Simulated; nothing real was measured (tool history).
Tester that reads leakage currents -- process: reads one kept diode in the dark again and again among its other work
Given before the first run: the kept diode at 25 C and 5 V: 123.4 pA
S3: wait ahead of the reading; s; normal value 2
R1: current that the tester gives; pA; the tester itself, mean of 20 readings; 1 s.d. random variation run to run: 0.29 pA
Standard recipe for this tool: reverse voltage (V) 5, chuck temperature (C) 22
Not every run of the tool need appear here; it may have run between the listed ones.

Run 1, hour 0: usual settings. Result: R1 90.15 pA.
Run 2, hour 14.5: usual settings. Result: R1 90.41 pA.
Run 3, hour 48.5: usual settings. Result: R1 89.8 pA.
Run 4, hour 81.4: usual settings. Result: R1 89.37 pA.
Run 5, hour 112: usual settings. Result: R1 89.08 pA.
Run 6, hour 131.3: usual settings but S3 0.38 s. Result: R1 91.7 pA.
Run 7, hour 165.4: usual settings but S3 0.38 s. Result: R1 91.71 pA.
Run 8, hour 187.7: usual settings but S3 0.38 s. Result: R1 90.86 pA.
Run 9, hour 205: usual settings. Result: R1 88.9 pA.
Run 10, hour 227.6: usual settings. Result: R1 88.2 pA.
At hour 232: probe card cleaned and baked.
Run 11, hour 251.1: usual settings. Result: R1 90.03 pA.
Run 12, hour 276.1: usual settings but chuck temperature (C) 29. Result: R1 157.3 pA.
Run 13, hour 296.8: usual settings but reverse voltage (V) 1.69, chuck temperature (C) 47, S3 7.25 s. Result: R1 433.76 pA.
Run 14, hour 314.1: usual settings but reverse voltage (V) 6.17, chuck temperature (C) 39, S3 6.85 s. Result: R1 360.1 pA.
Run 15, hour 338.6: usual settings but reverse voltage (V) 6.17, chuck temperature (C) 39, S3 6.85 s. Result: R1 359.42 pA.
Run 16, hour 358.9: usual settings but reverse voltage (V) 1.03, chuck temperature (C) 39, S3 3 s. Result: R1 205.45 pA.
Run 17, hour 383.1: usual settings but chuck temperature (C) 59, S3 0.68 s. Result: R1 1387.66 pA.
Run 18, hour 407.6: usual settings but chuck temperature (C) 59, S3 0.68 s. Result: R1 1387.54 pA.
Run 19, hour 424.7: usual settings but S3 3.04 s. Result: R1 88.26 pA.
At hour 430.8: probe card cleaned and baked, once more.
Run 20, hour 449.7: usual settings but S3 3.04 s. Result: R1 82.7 pA.
Run 21, hour 465.4: usual settings but reverse voltage (V) 12.93, chuck temperature (C) 29, S3 6.14 s. Result: R1 198.8 pA.
At hour 481.7: chuck's temperature calibrated.
Run 22, hour 500.6: usual settings but S3 2.93 s. Result: R1 98.62 pA.

Here are 4 independent what-if runs from the current tool condition. What would each one return?
Run A, hour 522.2: usual settings but reverse voltage (V) 6.1, chuck temperature (C) 25, S3 0.42 s. Result: R1 ?.
Run B, hour 522.2: usual settings but S3 2.87 s. Result: R1 ?.
Run C, hour 522.2: usual settings but reverse voltage (V) 3.33, chuck temperature (C) 51, S3 1.09 s. Result: R1 ?.
Run D, hour 522.2: usual settings but chuck temperature (C) 42, S3 7.53 s. Result: R1 ?.

run      R1
  A     137
  B   98.62
  C  802.29
  D  474.49
Without the tool's unlogged condition, the same runs would have read:
run      R1
  A  134.72
  B   96.95
  C  790.43
  D  467.29

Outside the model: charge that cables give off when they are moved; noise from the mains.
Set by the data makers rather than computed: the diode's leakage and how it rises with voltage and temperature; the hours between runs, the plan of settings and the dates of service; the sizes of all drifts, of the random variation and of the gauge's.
